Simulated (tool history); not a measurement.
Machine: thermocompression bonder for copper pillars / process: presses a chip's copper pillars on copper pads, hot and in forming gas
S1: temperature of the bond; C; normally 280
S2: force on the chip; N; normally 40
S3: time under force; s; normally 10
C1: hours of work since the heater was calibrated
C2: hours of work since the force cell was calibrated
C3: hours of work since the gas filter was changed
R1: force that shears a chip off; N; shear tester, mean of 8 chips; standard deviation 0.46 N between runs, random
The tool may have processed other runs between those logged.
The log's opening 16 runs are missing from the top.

| run | hour | S1 | S2 | S3 | C1 | C2 | C3 | R1 |
|---|---|---|---|---|---|---|---|---|
| 17 | 162.5 | 280 | 36 | 10 | 947 | 177 | 127 | 40.2 |
| 18 | 169.7 | 280 | 40 | 10 | 951 | 182 | 131 | 42.2 |
|  | 175.5 | forming gas filter changed |
| 19 | 181.9 | 280 | 40 | 10 | 959 | 189 | 4 | 41.4 |
| 20 | 194.4 | 280 | 40 | 10 | 967 | 197 | 12 | 43.7 |
| 21 | 202.5 | 280 | 40 | 21 | 972 | 202 | 17 | 54.8 |
| 22 | 209.6 | 280 | 32 | 10 | 976 | 207 | 22 | 36.4 |
| 23 | 218.6 | 280 | 32 | 10 | 982 | 213 | 28 | 36.3 |
| 24 | 227.1 | 286 | 36 | 6 | 988 | 218 | 33 | 34.8 |
| 25 | 239.9 | 290 | 40 | 9 | 996 | 226 | 41 | 44.0 |
| 26 | 245.6 | 255 | 46 | 12 | 999 | 230 | 45 | 38.7 |
| 27 | 259.3 | 255 | 46 | 12 | 1008 | 239 | 54 | 38.5 |
| 28 | 265.0 | 255 | 38 | 6 | 1012 | 242 | 57 | 25.3 |
| 29 | 272.1 | 255 | 38 | 6 | 1016 | 247 | 62 | 25.1 |
|  | 278.6 | heater calibrated with a thermocouple chip |
| 30 | 285.4 | 305 | 32 | 14 | 4 | 254 | 69 | 52.1 |
| 31 | 292.8 | 302 | 32 | 13 | 9 | 259 | 74 | 49.7 |
| 32 | 301.3 | 302 | 40 | 12 | 15 | 264 | 79 | 55.3 |

What will run 33 give?
| 33 | 313.0 | 302 | 40 | 12 | 22 | 272 | 87 | ? |

Logged for run 33: R1 54.4 N.
If the tool had no hidden condition, the same run with the same run-to-run variation would have returned R1 54.5 N.

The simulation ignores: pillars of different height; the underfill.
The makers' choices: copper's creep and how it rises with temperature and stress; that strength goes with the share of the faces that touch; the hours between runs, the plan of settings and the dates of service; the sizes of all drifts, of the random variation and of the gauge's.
